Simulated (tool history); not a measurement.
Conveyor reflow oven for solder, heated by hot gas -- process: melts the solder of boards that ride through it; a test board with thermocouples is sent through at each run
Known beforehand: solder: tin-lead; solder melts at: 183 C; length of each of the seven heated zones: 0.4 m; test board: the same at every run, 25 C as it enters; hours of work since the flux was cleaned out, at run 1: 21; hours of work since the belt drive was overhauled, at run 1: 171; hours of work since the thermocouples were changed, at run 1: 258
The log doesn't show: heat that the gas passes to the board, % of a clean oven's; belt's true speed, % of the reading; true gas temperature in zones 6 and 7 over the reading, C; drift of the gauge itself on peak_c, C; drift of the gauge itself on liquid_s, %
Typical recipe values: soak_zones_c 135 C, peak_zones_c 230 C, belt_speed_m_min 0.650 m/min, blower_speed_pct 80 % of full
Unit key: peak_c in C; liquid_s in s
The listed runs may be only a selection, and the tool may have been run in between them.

| run | hour | soak_zones_c | peak_zones_c | belt_speed_m_min | blower_speed_pct | hours of work since the flux was cleaned out | hours of work since the belt drive was overhauled | hours of work since the thermocouples were changed | peak_c | liquid_s |
|---|---|---|---|---|---|---|---|---|---|---|
| 1 | 0.0 | 135 | 230 | 0.650 | 80 | 21 | 171 | 258 | 216.3 | 54.9 |
| 2 | 44.1 | 135 | 230 | 0.650 | 80 | 51 | 201 | 288 | 216.3 | 54.7 |
| 3 | 77.9 | 135 | 230 | 0.650 | 80 | 74 | 224 | 310 | 216.2 | 54.6 |
| 4 | 124.9 | 135 | 230 | 0.650 | 80 | 105 | 255 | 342 | 215.5 | 54.1 |
| 5 | 147.5 | 135 | 230 | 0.650 | 80 | 121 | 271 | 357 | 215.3 | 54.3 |
| 6 | 184.6 | 135 | 230 | 0.650 | 80 | 146 | 296 | 382 | 215.4 | 54.2 |
| 7 | 225.6 | 135 | 230 | 0.650 | 80 | 173 | 323 | 410 | 214.5 | 53.7 |
|  | 260.7 | flux residue cleaned out of gas plates and filters |
| 8 | 268.0 | 135 | 230 | 0.650 | 80 | 5 | 348 | 435 | 215.9 | 55.2 |
| 9 | 298.2 | 135 | 230 | 0.650 | 80 | 25 | 369 | 455 | 216.1 | 54.7 |
| 10 | 334.2 | 135 | 230 | 0.650 | 80 | 50 | 393 | 480 | 215.6 | 54.6 |
| 11 | 370.1 | 135 | 226 | 0.650 | 80 | 74 | 417 | 504 | 212.1 | 52.1 |
| 12 | 391.3 | 135 | 226 | 0.650 | 80 | 88 | 432 | 518 | 211.4 | 51.6 |
| 13 | 417.3 | 135 | 226 | 0.650 | 80 | 106 | 449 | 536 | 211.6 | 51.4 |
|  | 425.3 | belt drive overhauled, speed set with a stopwatch |
| 14 | 455.1 | 135 | 226 | 0.650 | 80 | 128 | 20 | 558 | 211.6 | 51.5 |
| 15 | 486.1 | 133 | 230 | 0.650 | 80 | 149 | 41 | 579 | 214.7 | 53.2 |
| 16 | 516.5 | 133 | 230 | 0.650 | 80 | 170 | 61 | 600 | 214.2 | 53.5 |
| 17 | 537.2 | 133 | 231 | 0.594 | 55 | 184 | 75 | 614 | 211.1 | 53.8 |
|  | 555.9 | flux residue cleaned out of gas plates and filters |
| 18 | 570.7 | 135 | 235 | 0.650 | 55 | 10 | 95 | 633 | 213.1 | 51.5 |
| 19 | 614.2 | 135 | 230 | 0.650 | 60 | 39 | 124 | 662 | 210.8 | 49.5 |
| 20 | 645.2 | 135 | 220 | 0.650 | 84 | 60 | 145 | 683 | 207.1 | 48.7 |
| 21 | 678.3 | 135 | 220 | 0.650 | 84 | 83 | 167 | 706 | 207.0 | 48.2 |
|  | 707.0 | belt drive overhauled, speed set with a stopwatch, once more |
| 22 | 714.4 | 135 | 224 | 0.735 | 57 | 104 | 5 | 727 | 198.7 | 29.4 |
| 23 | 739.6 | 135 | 230 | 0.625 | 80 | 121 | 22 | 744 | 215.5 | 56.2 |
| 24 | 759.2 | 135 | 230 | 0.625 | 80 | 134 | 35 | 757 | 214.8 | 56.0 |
| 25 | 790.5 | 135 | 218 | 0.650 | 65 | 155 | 56 | 778 | 199.9 | 37.1 |
| 26 | 821.8 | 135 | 227 | 0.650 | 53 | 177 | 77 | 800 | 203.7 | 40.3 |
|  | 851.8 | flux residue cleaned out of gas plates and filters |
| 27 | 853.8 | 125 | 230 | 0.650 | 77 | 1 | 96 | 818 | 212.9 | 48.9 |
| 28 | 889.0 | 146 | 230 | 0.650 | 80 | 25 | 119 | 841 | 215.9 | 58.8 |
| 29 | 916.0 | 135 | 229 | 0.650 | 55 | 43 | 138 | 860 | 207.1 | 44.4 |
| 30 | 947.4 | 135 | 229 | 0.650 | 55 | 64 | 159 | 881 | 206.1 | 44.1 |

Pick out some run-to-run changes in peak_c. Of each, how much would a tool without hidden state show as well, from the settings, what came in and chance, and how much is left for the hidden state and any gauge scatter not in both results compared?
Run 7 -> 8: flux residue cleaned out of gas plates and filters. peak_c +1.4 C: hidden state +1.4, all else +0.0.
Run 17 -> 18: soak_zones_c 133 -> 135, peak_zones_c 231 -> 235, belt_speed_m_min 0.594 -> 0.650, flux residue cleaned out of gas plates and filters. peak_c +2.0 C: hidden state +1.2, all else +0.8.
Run 22 -> 23: peak_zones_c 224 -> 230, belt_speed_m_min 0.735 -> 0.625, blower_speed_pct 57 -> 80. peak_c +16.8 C: hidden state -0.5, all else +17.3.
Run 24 -> 25: peak_zones_c 230 -> 218, belt_speed_m_min 0.625 -> 0.650, blower_speed_pct 80 -> 65. peak_c -14.9 C: hidden state -0.1, all else -14.8.
Run 26 -> 27: soak_zones_c 135 -> 125, peak_zones_c 227 -> 230, blower_speed_pct 53 -> 77, flux residue cleaned out of gas plates and filters. peak_c +9.2 C: hidden state +0.8, all else +8.4.

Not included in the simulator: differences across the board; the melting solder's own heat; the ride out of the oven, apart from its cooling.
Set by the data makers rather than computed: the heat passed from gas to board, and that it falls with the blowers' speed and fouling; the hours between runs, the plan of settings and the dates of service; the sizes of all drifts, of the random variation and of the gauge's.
